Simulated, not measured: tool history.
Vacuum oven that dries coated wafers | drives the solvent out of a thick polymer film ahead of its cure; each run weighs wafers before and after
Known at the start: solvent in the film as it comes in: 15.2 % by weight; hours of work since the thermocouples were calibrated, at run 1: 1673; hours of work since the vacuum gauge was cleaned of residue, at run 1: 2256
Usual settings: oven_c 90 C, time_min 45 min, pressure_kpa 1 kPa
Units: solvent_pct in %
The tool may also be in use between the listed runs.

run	day	oven_c	time_min	pressure_kpa	hours of work since the thermocouples were calibrated	hours of work since the vacuum gauge was cleaned of residue	solvent_pct
1	0	90	45	1	1673	2256	1.81
2	4.262	90	45	1	1738	2321	1.84
3	7.996	90	45	1	1795	2377	2.02
# day 8.396: oven's thermocouples calibrated
4	10.321	75	45	1	29	2412	7.7
5	13.746	77	45	1	81	2464	7.03
6	16.971	77	45	1	130	2513	7.06
7	19.117	77	45	1	163	2545	7.06
8	22.321	77	45	1	212	2594	7.15
9	24.496	77	71	1	245	2627	5.49
10	28.8	83	45	1	310	2692	5.12
# day 29.158: oven's thermocouples calibrated, once more
11	31.2	83	45	1	31	2728	2.72
12	33.304	82	51	2.58	63	2760	3.18
13	35.612	94	45	3.01	98	2795	1.39
14	39.854	87	45	2.27	163	2859	2.18
15	43.779	87	45	2.27	222	2919	2.26
16	48.2	90	80	0.63	290	2986	0.66
17	51.45	81	66	2.8	339	3036	3.1
# day 52.429: vacuum gauge cleaned of residue and calibrated
18	54.725	100	78	3.76	388	35	0.94
19	57.046	100	78	3.76	423	70	1
20	59.367	91	29	1.21	458	105	1.91
21	62.058	91	29	1.21	499	146	1.9

How the hidden state differs across the entries between the runs, from the last listed run before each to the first after it:
Between runs 3 and 4: oven's thermocouples calibrated (day 8.396)
  true wafer temperature over the reading, C: -4.4 -> -6.74; true pressure over the reading, kPa: 0.837 -> 0.849
  measured less the result without the state, solvent_pct: +1.11 -> +2.78 %
Between runs 10 and 11: oven's thermocouples calibrated, once more (day 29.158)
  true wafer temperature over the reading, C: -7.37 -> 0.08; true pressure over the reading, kPa: 0.943 -> 0.954
  measured less the result without the state, solvent_pct: +2.86 -> +0.38 %
Between runs 17 and 18: vacuum gauge cleaned of residue and calibrated (day 52.429)
  true wafer temperature over the reading, C: -0.66 -> -0.77; true pressure over the reading, kPa: 1.06 -> 0.016
  measured less the result without the state, solvent_pct: +0.69 -> +0.03 %
